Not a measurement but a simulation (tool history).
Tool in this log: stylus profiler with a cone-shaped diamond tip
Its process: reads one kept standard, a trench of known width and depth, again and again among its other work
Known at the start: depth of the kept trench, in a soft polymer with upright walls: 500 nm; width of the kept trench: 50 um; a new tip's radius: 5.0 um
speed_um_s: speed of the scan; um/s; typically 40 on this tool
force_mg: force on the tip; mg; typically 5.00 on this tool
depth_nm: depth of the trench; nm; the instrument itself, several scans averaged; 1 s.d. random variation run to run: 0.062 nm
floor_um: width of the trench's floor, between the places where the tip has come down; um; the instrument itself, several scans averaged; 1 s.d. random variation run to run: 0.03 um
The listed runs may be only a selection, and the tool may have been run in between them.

run 1 hour=0.0 | speed_um_s=40 force_mg=5.00 | depth_nm=506.73 floor_um=45.44
run 2 hour=111.1 | speed_um_s=40 force_mg=5.00 | depth_nm=506.62 floor_um=45.43
run 3 hour=215.0 | speed_um_s=152 force_mg=5.00 | depth_nm=506.75 floor_um=45.10
run 4 hour=325.0 | speed_um_s=152 force_mg=5.00 | depth_nm=506.68 floor_um=45.12
run 5 hour=447.0 | speed_um_s=40 force_mg=5.00 | depth_nm=506.64 floor_um=45.40
run 6 hour=548.2 | speed_um_s=40 force_mg=5.00 | depth_nm=506.76 floor_um=45.33
run 7 hour=690.1 | speed_um_s=40 force_mg=5.00 | depth_nm=506.54 floor_um=45.32
run 8 hour=759.8 | speed_um_s=40 force_mg=5.00 | depth_nm=506.53 floor_um=45.29
run 9 hour=851.9 | speed_um_s=40 force_mg=6.19 | depth_nm=507.64 floor_um=45.29
run 10 hour=961.2 | speed_um_s=40 force_mg=6.19 | depth_nm=507.44 floor_um=45.29
run 11 hour=1041.9 | speed_um_s=40 force_mg=5.00 | depth_nm=506.52 floor_um=45.26
run 12 hour=1125.8 | speed_um_s=40 force_mg=5.00 | depth_nm=506.46 floor_um=45.25
run 13 hour=1260.0 | speed_um_s=89 force_mg=5.00 | depth_nm=506.46 floor_um=45.13
run 14 hour=1400.4 | speed_um_s=120 force_mg=5.00 | depth_nm=506.36 floor_um=45.00
run 15 hour=1493.4 | speed_um_s=120 force_mg=5.00 | depth_nm=506.32 floor_um=44.99
run 16 hour=1589.4 | speed_um_s=120 force_mg=1.84 | depth_nm=503.01 floor_um=44.75
run 17 hour=1661.3 | speed_um_s=120 force_mg=1.84 | depth_nm=502.87 floor_um=44.83
run 18 hour=1791.7 | speed_um_s=120 force_mg=1.84 | depth_nm=502.95 floor_um=44.73
run 19 hour=1880.5 | speed_um_s=120 force_mg=1.84 | depth_nm=502.81 floor_um=44.69
run 20 hour=2012.9 | speed_um_s=40 force_mg=5.00 | depth_nm=506.30 floor_um=45.14
run 21 hour=2156.8 | speed_um_s=40 force_mg=5.00 | depth_nm=506.21 floor_um=45.07
run 22 hour=2238.1 | speed_um_s=40 force_mg=10.66 | depth_nm=510.66 floor_um=45.16
run 23 hour=2301.9 | speed_um_s=15 force_mg=6.39 | depth_nm=507.40 floor_um=45.13
run 24 hour=2381.7 | speed_um_s=49 force_mg=4.33 | depth_nm=505.39 floor_um=45.01
run 25 hour=2520.8 | speed_um_s=49 force_mg=4.33 | depth_nm=505.44 floor_um=44.97
run 26 hour=2665.4 | speed_um_s=34 force_mg=1.92 | depth_nm=502.71 floor_um=44.98
run 27 hour=2742.3 | speed_um_s=88 force_mg=11.15 | depth_nm=510.85 floor_um=44.99
run 28 hour=2865.6 | speed_um_s=36 force_mg=8.33 | depth_nm=508.71 floor_um=45.02
run 29 hour=2979.3 | speed_um_s=36 force_mg=8.33 | depth_nm=508.72 floor_um=44.96
run 30 hour=3048.1 | speed_um_s=104 force_mg=8.33 | depth_nm=508.67 floor_um=44.79
run 31 hour=3143.6 | speed_um_s=11 force_mg=4.33 | depth_nm=505.19 floor_um=44.97
run 32 hour=3257.4 | speed_um_s=11 force_mg=4.33 | depth_nm=505.19 floor_um=44.94
run 33 hour=3340.2 | speed_um_s=11 force_mg=4.33 | depth_nm=505.05 floor_um=44.95
run 34 hour=3413.0 | speed_um_s=11 force_mg=4.33 | depth_nm=505.14 floor_um=44.95
run 35 hour=3509.5 | speed_um_s=148 force_mg=11.13 | depth_nm=510.65 floor_um=44.70
run 36 hour=3611.7 | speed_um_s=148 force_mg=11.13 | depth_nm=510.58 floor_um=44.71
run 37 hour=3728.8 | speed_um_s=148 force_mg=11.13 | depth_nm=510.56 floor_um=44.70
run 38 hour=3863.9 | speed_um_s=43 force_mg=5.69 | depth_nm=506.33 floor_um=44.79
run 39 hour=3940.9 | speed_um_s=89 force_mg=3.41 | depth_nm=504.18 floor_um=44.62
run 40 hour=4012.4 | speed_um_s=86 force_mg=4.86 | depth_nm=506.75 floor_um=44.63
run 41 hour=4084.6 | speed_um_s=72 force_mg=3.33 | depth_nm=505.15 floor_um=44.63
run 42 hour=4182.8 | speed_um_s=72 force_mg=3.33 | depth_nm=505.15 floor_um=44.66
run 43 hour=4244.8 | speed_um_s=13 force_mg=2.86 | depth_nm=504.58 floor_um=44.81
run 44 hour=4327.1 | speed_um_s=72 force_mg=3.71 | depth_nm=505.38 floor_um=44.62

Not shown: 1 entry that the log had between the listed runs. Between which runs, and how does the tool's hidden state differ before and after?
In the gap between runs 39 and 40: height scale calibrated on a step standard (hour 3980.1)
  radius of the tip, um: 6.79 -> 6.82; height scale over the true one, %: -0.249 -> -0.018
  measured less the result without the state, depth_nm: -1.25 -> -0.09 nm; floor_um: -0.76 -> -0.77 um
